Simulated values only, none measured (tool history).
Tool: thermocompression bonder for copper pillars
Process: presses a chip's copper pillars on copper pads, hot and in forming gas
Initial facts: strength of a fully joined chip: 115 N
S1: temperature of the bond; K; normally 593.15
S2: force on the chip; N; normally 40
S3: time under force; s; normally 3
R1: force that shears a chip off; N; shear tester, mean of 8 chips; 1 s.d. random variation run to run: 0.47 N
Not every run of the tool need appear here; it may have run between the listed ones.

run 1 hour=0.0 | S1=593.15 S2=40 S3=3 | R1=52.2
run 2 hour=88.8 | S1=593.15 S2=40 S3=4 | R1=56.7
run 3 hour=169.3 | S1=593.15 S2=34 S3=4 | R1=49.4
run 4 hour=234.6 | S1=569.15 S2=34 S3=4 | R1=38.2
run 5 hour=277.5 | S1=593.15 S2=40 S3=3 | R1=49.2
run 6 hour=323.0 | S1=593.15 S2=40 S3=3 | R1=48.7
run 7 hour=383.2 | S1=593.15 S2=40 S3=3 | R1=48.6
run 8 hour=455.5 | S1=593.15 S2=40 S3=3 | R1=47.1
run 9 hour=492.0 | S1=593.15 S2=40 S3=3 | R1=46.6
-- hour=508.4 forming gas filter changed
run 10 hour=536.2 | S1=593.15 S2=40 S3=3 | R1=50.4
run 11 hour=591.2 | S1=604.15 S2=40 S3=3 | R1=55.1

Run 12 is up next; what results do you expect?
-- hour=612.9 heater calibrated with a thermocouple chip
run 12 hour=679.5 | S1=604.15 S2=40 S3=3 | R1=?

{"run 12": {"R1": 59.8}}
The same run, on a tool lacking any hidden state, would have yielded R1 57.9 N.
